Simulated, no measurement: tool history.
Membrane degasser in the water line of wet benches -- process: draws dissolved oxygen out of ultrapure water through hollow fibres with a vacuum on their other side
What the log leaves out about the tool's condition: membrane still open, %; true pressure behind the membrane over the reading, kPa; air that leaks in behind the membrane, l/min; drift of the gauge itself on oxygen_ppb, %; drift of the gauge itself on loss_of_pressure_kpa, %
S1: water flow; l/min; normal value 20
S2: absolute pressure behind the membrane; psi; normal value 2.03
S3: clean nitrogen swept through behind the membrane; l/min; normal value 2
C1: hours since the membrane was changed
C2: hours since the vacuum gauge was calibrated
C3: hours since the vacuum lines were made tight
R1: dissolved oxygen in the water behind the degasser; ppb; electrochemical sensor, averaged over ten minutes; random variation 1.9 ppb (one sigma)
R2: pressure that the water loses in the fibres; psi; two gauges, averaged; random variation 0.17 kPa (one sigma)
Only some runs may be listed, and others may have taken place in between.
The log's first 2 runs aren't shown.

run   hour  S1    S2    S3   C1    C2    C3     R1     R2
  3   83.7  20  2.03     2  279  2356  1298  254.9  3.723
  4  105.8  14  2.03     2  301  2378  1320  180.5  2.569
  5  148.1  14  2.03     2  343  2420  1363  179.2  2.567
  6  184.9  18  2.03     2  380  2457  1400  233.7  3.343
  7    212  18  2.03     2  407  2484  1427  232.8  3.337
  8  241.2  20  2.03  2.09  436  2513  1456  249.7  3.691
  9  292.9  20  2.03  2.09  488  2565  1508  247.8   3.73
 10  325.6  20  2.03     2  521  2597  1540  259.6  3.703
 11  371.5  20  2.03     2  567  2643  1586  259.2  3.723
 12  399.3  20  2.03     2  594  2671  1614  259.3  3.691
 13  421.5  20  2.03     2  617  2693  1636  258.5  3.664
 14  455.4  20  3.89     2  650  2727  1670  538.3  3.743
 15  502.2  20  3.89     2  697  2774  1717  536.1  3.745
 16  535.1  20  3.89     2  730  2807  1750  528.4  3.704
 17  579.8  20  3.89     2  775  2852  1794    540  3.683
 18  629.3  19  2.44     2  824  2901  1844  306.7  3.543
 19  663.8  19  2.44     2  859  2936  1878  306.9  3.491
 20  716.7  19  2.44     2  912  2989  1931  305.7  3.598
 21  769.7  19  2.44  5.42  965  3042  1984  123.3  3.536

Forecast run 22:
 22  818.5  19  4.45  3.27  1014  3090  2033   ?   ?

R1: 384.2 ppb
R2: 3.52 psi
Without the tool's hidden state the same run would have given R1 380.6 ppb, R2 3.494 psi.
